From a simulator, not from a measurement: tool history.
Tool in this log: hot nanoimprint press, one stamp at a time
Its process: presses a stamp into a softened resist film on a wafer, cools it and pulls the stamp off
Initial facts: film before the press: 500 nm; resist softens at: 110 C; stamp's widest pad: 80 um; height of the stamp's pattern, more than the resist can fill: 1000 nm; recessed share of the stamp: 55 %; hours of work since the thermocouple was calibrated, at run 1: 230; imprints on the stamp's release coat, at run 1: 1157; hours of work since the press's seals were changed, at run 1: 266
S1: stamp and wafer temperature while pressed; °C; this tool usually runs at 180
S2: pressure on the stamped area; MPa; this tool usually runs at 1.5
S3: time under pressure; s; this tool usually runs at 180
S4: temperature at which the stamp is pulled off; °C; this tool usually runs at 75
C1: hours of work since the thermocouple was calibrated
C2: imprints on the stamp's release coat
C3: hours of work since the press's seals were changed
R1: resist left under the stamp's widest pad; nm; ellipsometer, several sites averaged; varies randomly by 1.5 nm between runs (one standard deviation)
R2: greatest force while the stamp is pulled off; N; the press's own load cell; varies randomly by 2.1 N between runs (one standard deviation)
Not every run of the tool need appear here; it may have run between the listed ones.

{"run": 1, "hour": 0.0, "S1": 180, "S2": 1.5, "S3": 180, "S4": 75, "C1": 230, "C2": 1157, "C3": 266, "R1": 286.5, "R2": 127}
{"run": 2, "hour": 33.3, "S1": 180, "S2": 1.5, "S3": 180, "S4": 75, "C1": 253, "C2": 1241, "C3": 289, "R1": 285, "R2": 129}
{"run": 3, "hour": 66.4, "S1": 180, "S2": 1.5, "S3": 180, "S4": 75, "C1": 275, "C2": 1325, "C3": 312, "R1": 284.1, "R2": 129}
{"run": 4, "hour": 99.6, "S1": 187, "S2": 1.5, "S3": 180, "S4": 75, "C1": 298, "C2": 1409, "C3": 335, "R1": 205.2, "R2": 128}
{"run": 5, "hour": 121.7, "S1": 180, "S2": 1.5, "S3": 180, "S4": 75, "C1": 313, "C2": 1465, "C3": 350, "R1": 287.2, "R2": 134}
{"run": 6, "hour": 169.9, "S1": 180, "S2": 1.5, "S3": 180, "S4": 75, "C1": 347, "C2": 1588, "C3": 383, "R1": 285.5, "R2": 131}
{"run": 7, "hour": 207.7, "S1": 180, "S2": 1.5, "S3": 180, "S4": 75, "C1": 373, "C2": 1684, "C3": 410, "R1": 286.9, "R2": 130}
{"run": 8, "hour": 253.5, "S1": 180, "S2": 1.5, "S3": 180, "S4": 75, "C1": 404, "C2": 1800, "C3": 441, "R1": 286, "R2": 129}
{"run": 9, "hour": 303.3, "S1": 180, "S2": 1.5, "S3": 180, "S4": 66, "C1": 439, "C2": 1927, "C3": 475, "R1": 285.8, "R2": 145}
{"hour": 344.4, "done": "stamp cleaned and given a new release coat"}
{"run": 10, "hour": 349.6, "S1": 180, "S2": 1.5, "S3": 180, "S4": 75, "C1": 466, "C2": 13, "C3": 503, "R1": 283, "R2": 130}
{"run": 11, "hour": 399.3, "S1": 180, "S2": 1.5, "S3": 95, "S4": 75, "C1": 501, "C2": 139, "C3": 537, "R1": 343.2, "R2": 132}
{"run": 12, "hour": 433.2, "S1": 180, "S2": 1.5, "S3": 143, "S4": 75, "C1": 524, "C2": 225, "C3": 561, "R1": 304.9, "R2": 134}
{"run": 13, "hour": 463.6, "S1": 180, "S2": 1.5, "S3": 143, "S4": 75, "C1": 545, "C2": 303, "C3": 582, "R1": 302.8, "R2": 125}
{"run": 14, "hour": 496.7, "S1": 180, "S2": 1.5, "S3": 180, "S4": 75, "C1": 568, "C2": 387, "C3": 604, "R1": 284, "R2": 131}
{"run": 15, "hour": 518.7, "S1": 187, "S2": 1.5, "S3": 180, "S4": 75, "C1": 583, "C2": 442, "C3": 620, "R1": 205, "R2": 130}
{"hour": 542.7, "done": "plate thermocouple calibrated"}
{"run": 16, "hour": 544.9, "S1": 187, "S2": 1.5, "S3": 180, "S4": 75, "C1": 2, "C2": 502, "C3": 636, "R1": 206.5, "R2": 132}
{"run": 17, "hour": 589.6, "S1": 187, "S2": 1.5, "S3": 180, "S4": 75, "C1": 32, "C2": 615, "C3": 666, "R1": 206.7, "R2": 130}
{"run": 18, "hour": 616.1, "S1": 173, "S2": 1.96, "S3": 180, "S4": 75, "C1": 51, "C2": 682, "C3": 685, "R1": 348.9, "R2": 131}
{"run": 19, "hour": 654.2, "S1": 173, "S2": 1.96, "S3": 180, "S4": 75, "C1": 77, "C2": 779, "C3": 711, "R1": 344.8, "R2": 131}
{"run": 20, "hour": 691.2, "S1": 173, "S2": 1.96, "S3": 180, "S4": 75, "C1": 102, "C2": 873, "C3": 736, "R1": 348.5, "R2": 128}
{"run": 21, "hour": 740.4, "S1": 188, "S2": 1.95, "S3": 180, "S4": 75, "C1": 136, "C2": 998, "C3": 770, "R1": 172.9, "R2": 131}
{"run": 22, "hour": 770.9, "S1": 180, "S2": 1.5, "S3": 180, "S4": 68, "C1": 157, "C2": 1075, "C3": 791, "R1": 283.8, "R2": 143}
{"run": 23, "hour": 807.2, "S1": 188, "S2": 1.01, "S3": 140, "S4": 72, "C1": 182, "C2": 1167, "C3": 816, "R1": 255.9, "R2": 134}
{"run": 24, "hour": 829.5, "S1": 188, "S2": 1.01, "S3": 140, "S4": 63, "C1": 198, "C2": 1224, "C3": 832, "R1": 256.7, "R2": 152}
{"run": 25, "hour": 862.3, "S1": 182, "S2": 1.5, "S3": 180, "S4": 64, "C1": 220, "C2": 1307, "C3": 854, "R1": 261.4, "R2": 148}
{"run": 26, "hour": 895.5, "S1": 179, "S2": 1.3, "S3": 162, "S4": 82, "C1": 243, "C2": 1392, "C3": 877, "R1": 320.3, "R2": 118}
{"run": 27, "hour": 926.0, "S1": 180, "S2": 1.5, "S3": 180, "S4": 83, "C1": 264, "C2": 1469, "C3": 898, "R1": 284.5, "R2": 118}
{"run": 28, "hour": 956.0, "S1": 191, "S2": 1.5, "S3": 180, "S4": 70, "C1": 285, "C2": 1545, "C3": 919, "R1": 167.8, "R2": 140}
{"run": 29, "hour": 1006.8, "S1": 191, "S2": 1.5, "S3": 180, "S4": 70, "C1": 320, "C2": 1674, "C3": 954, "R1": 168.7, "R2": 141}

Take each entry between the runs: how does the hidden state at the last listed run before it differ from the hidden state at the first listed run after it?
From run 9 to run 10: stamp cleaned and given a new release coat (hour 344.4)
  pressure that arrives at the usual setting, %: 99.92 -> 99.91; grip of the stamp's worn release coat, % over a new coat's: 0.6 -> 0
From run 15 to run 16: plate thermocouple calibrated (hour 542.7)
  true temperature over the reading, C: 0.04 -> 0; grip of the stamp's worn release coat, % over a new coat's: 0.1 -> 0.2
